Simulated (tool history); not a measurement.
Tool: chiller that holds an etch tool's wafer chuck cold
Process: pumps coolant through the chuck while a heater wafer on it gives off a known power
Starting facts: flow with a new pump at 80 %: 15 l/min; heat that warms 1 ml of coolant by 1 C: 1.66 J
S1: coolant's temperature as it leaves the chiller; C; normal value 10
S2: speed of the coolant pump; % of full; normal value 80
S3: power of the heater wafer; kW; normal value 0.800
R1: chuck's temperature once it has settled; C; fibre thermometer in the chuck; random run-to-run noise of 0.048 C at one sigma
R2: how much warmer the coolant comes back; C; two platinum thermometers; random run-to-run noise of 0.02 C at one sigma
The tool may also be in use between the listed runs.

{"run": 1, "hour": 0.0, "S1": 10, "S2": 80, "S3": 0.8, "R1": 15.97, "R2": 1.91}
{"run": 2, "hour": 25.8, "S1": 10, "S2": 80, "S3": 0.8, "R1": 15.81, "R2": 1.95}
{"run": 3, "hour": 56.5, "S1": 10, "S2": 80, "S3": 0.8, "R1": 15.89, "R2": 1.89}
{"run": 4, "hour": 85.9, "S1": 10, "S2": 80, "S3": 0.764, "R1": 15.53, "R2": 1.77}
{"run": 5, "hour": 109.3, "S1": 10, "S2": 80, "S3": 0.764, "R1": 15.59, "R2": 1.74}
{"run": 6, "hour": 133.9, "S1": 10, "S2": 80, "S3": 0.6, "R1": 14.32, "R2": 1.34}
{"run": 7, "hour": 162.8, "S1": 10, "S2": 80, "S3": 0.8, "R1": 15.95, "R2": 1.81}
{"run": 8, "hour": 187.5, "S1": 10, "S2": 80, "S3": 0.8, "R1": 15.97, "R2": 1.78}
{"run": 9, "hour": 211.2, "S1": 10, "S2": 80, "S3": 0.557, "R1": 14.04, "R2": 1.15}
{"run": 10, "hour": 238.6, "S1": 10, "S2": 80, "S3": 0.557, "R1": 14.06, "R2": 1.17}
{"run": 11, "hour": 260.3, "S1": 18, "S2": 80, "S3": 0.8, "R1": 23.96, "R2": 1.72}
{"run": 12, "hour": 279.9, "S1": 18, "S2": 80, "S3": 0.8, "R1": 23.86, "R2": 1.75}
{"run": 13, "hour": 299.1, "S1": 10, "S2": 80, "S3": 0.8, "R1": 16.01, "R2": 1.69}
{"run": 14, "hour": 329.6, "S1": 10, "S2": 80, "S3": 0.8, "R1": 15.86, "R2": 1.68}
{"run": 15, "hour": 348.4, "S1": 10, "S2": 80, "S3": 0.8, "R1": 15.93, "R2": 1.68}
{"run": 16, "hour": 366.9, "S1": 10, "S2": 98, "S3": 0.8, "R1": 15.19, "R2": 1.3}
{"run": 17, "hour": 391.5, "S1": 19, "S2": 97, "S3": 0.8, "R1": 24.18, "R2": 1.25}
{"run": 18, "hour": 407.9, "S1": 12, "S2": 80, "S3": 1.105, "R1": 20.2, "R2": 2.37}
{"hour": 420.5, "done": "gauge calibrated"}
{"run": 19, "hour": 424.8, "S1": 6, "S2": 68, "S3": 0.689, "R1": 11.58, "R2": 1.94}
{"run": 20, "hour": 441.9, "S1": 9, "S2": 70, "S3": 0.611, "R1": 13.85, "R2": 1.66}
{"run": 21, "hour": 471.5, "S1": 9, "S2": 91, "S3": 0.8, "R1": 14.46, "R2": 1.66}
{"run": 22, "hour": 486.6, "S1": 11, "S2": 94, "S3": 1.003, "R1": 17.63, "R2": 1.98}
{"run": 23, "hour": 501.6, "S1": 10, "S2": 72, "S3": 0.8, "R1": 16.28, "R2": 2.05}
{"run": 24, "hour": 530.1, "S1": 10, "S2": 72, "S3": 0.8, "R1": 16.2, "R2": 2.07}
{"run": 25, "hour": 554.0, "S1": 3, "S2": 72, "S3": 1.002, "R1": 10.89, "R2": 2.59}
{"run": 26, "hour": 569.8, "S1": 5, "S2": 80, "S3": 0.432, "R1": 8.21, "R2": 0.92}
{"run": 27, "hour": 589.4, "S1": 10, "S2": 80, "S3": 0.77, "R1": 15.73, "R2": 1.7}
{"run": 28, "hour": 613.6, "S1": 10, "S2": 80, "S3": 0.77, "R1": 15.66, "R2": 1.75}
{"run": 29, "hour": 638.1, "S1": 10, "S2": 80, "S3": 0.77, "R1": 15.66, "R2": 1.69}
{"run": 30, "hour": 666.6, "S1": 10, "S2": 80, "S3": 0.77, "R1": 15.7, "R2": 1.71}
{"run": 31, "hour": 687.2, "S1": 10, "S2": 80, "S3": 0.712, "R1": 15.26, "R2": 1.48}

Measured less the same run without the tool's hidden state. The same run-to-run variation is in both; the gauge's scatter may not be:
Hidden state present: heat passed by the chuck's channels, % of clean ones'; flow at a given pump speed, % of a new pump's; coolant's true temperature over the reading, C; drift of the gauge itself on chuck_c, C; drift of the gauge itself on warmer_back_c, C.
run=1 R2=+0.00
run=2 R2=-0.02
run=3 R2=-0.04
run=4 R2=-0.06
run=5 R2=-0.08
run=6 R2=-0.10
run=7 R2=-0.12
run=8 R2=-0.13
run=9 R2=-0.16
run=10 R2=-0.17
run=11 R2=-0.19
run=12 R2=-0.20
run=13 R2=-0.22
run=14 R2=-0.24
run=15 R2=-0.26
run=16 R2=-0.26
run=17 R2=-0.28
run=18 R2=-0.29
run=19 R2=+0.00
run=20 R2=-0.02
run=21 R2=-0.04
run=22 R2=-0.05
run=23 R2=-0.06
run=24 R2=-0.08
run=25 R2=-0.09
run=26 R2=-0.11
run=27 R2=-0.13
run=28 R2=-0.14
run=29 R2=-0.16
run=30 R2=-0.17
run=31 R2=-0.20
R1: within 0.02 C of the measured result in every run.
